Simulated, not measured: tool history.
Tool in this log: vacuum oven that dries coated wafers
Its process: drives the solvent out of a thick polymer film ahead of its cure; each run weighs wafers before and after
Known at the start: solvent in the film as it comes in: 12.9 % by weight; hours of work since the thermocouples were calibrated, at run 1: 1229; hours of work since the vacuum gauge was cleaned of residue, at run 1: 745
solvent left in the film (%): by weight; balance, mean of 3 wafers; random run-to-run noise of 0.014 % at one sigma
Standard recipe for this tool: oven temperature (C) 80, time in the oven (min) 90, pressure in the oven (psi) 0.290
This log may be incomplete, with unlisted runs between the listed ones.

run,hour,oven temperature (C),time in the oven (min),pressure in the oven (psi),hours of work since the thermocouples were calibrated,hours of work since the vacuum gauge was cleaned of residue,solvent left in the film (%)
1,0.0,80,90,0.290,1229,745,2.66
2,16.0,80,90,0.290,1240,756,2.64
3,31.5,80,90,0.290,1251,767,2.65
4,57.9,80,90,0.290,1269,786,2.67
5,74.0,80,90,0.290,1281,797,2.65
6,96.5,80,90,0.157,1296,813,2.44
7,134.4,80,90,0.290,1323,839,2.62
8,168.8,80,90,0.290,1347,863,2.65
9,206.5,80,90,0.290,1373,890,2.68
10,240.8,80,90,0.290,1397,914,2.64
# hour 264.4: oven's thermocouples calibrated
11,274.6,80,90,0.290,7,936,2.64
12,310.4,80,90,0.290,32,961,2.66
13,336.5,80,90,0.290,50,979,2.68
14,359.5,80,90,0.290,67,995,2.66
15,384.0,80,90,0.933,84,1012,3.87
16,399.9,80,90,0.290,95,1023,2.67
17,428.1,80,90,0.290,115,1043,2.68
18,451.2,80,90,0.290,131,1059,2.69
19,472.9,76,90,0.290,146,1075,3.56
20,495.2,76,90,0.290,161,1090,3.60
21,527.9,76,90,0.290,184,1113,3.59
22,557.7,76,90,0.290,205,1134,3.59
23,580.1,76,90,0.290,221,1150,3.56
24,615.0,80,90,0.290,245,1174,2.64
25,637.8,80,90,0.290,261,1190,2.68
26,667.4,80,90,0.290,282,1211,2.65
27,688.1,76,90,1.007,296,1225,4.98
28,718.3,76,147,0.290,318,1246,2.01
29,746.1,76,147,0.290,337,1266,2.04
30,765.4,76,147,0.290,351,1279,2.02
31,800.0,76,141,0.202,375,1303,1.94
32,821.0,76,141,0.202,389,1318,1.93
33,838.5,68,132,1.012,402,1330,6.14
34,854.7,70,132,0.445,413,1342,4.09
35,874.6,70,132,0.445,427,1356,4.12
36,905.0,88,135,0.194,448,1377,0.55
37,922.3,79,67,0.592,460,1389,4.40
38,945.9,67,90,0.244,477,1405,5.70
39,980.7,67,90,0.244,501,1430,5.69
40,1001.6,86,66,0.244,516,1444,2.36
41,1035.0,73,144,0.477,539,1468,3.18
42,1072.1,73,144,0.477,565,1494,3.19
43,1108.8,79,116,0.315,591,1519,2.14
44,1127.5,79,116,0.315,604,1533,2.13
45,1149.2,73,72,0.290,619,1548,5.12
46,1180.2,92,90,0.290,641,1569,0.81
47,1212.1,82,54,0.953,663,1592,4.97

Across each entry between runs, compare the hidden state at the last listed run before it with the hidden state at the first listed run after it:
Runs 10 to 11: oven's thermocouples calibrated (hour 264.4)
  true wafer temperature over the reading, C: 0.05 -> 0.01; true pressure over the reading, kPa: 0.011 -> 0.012
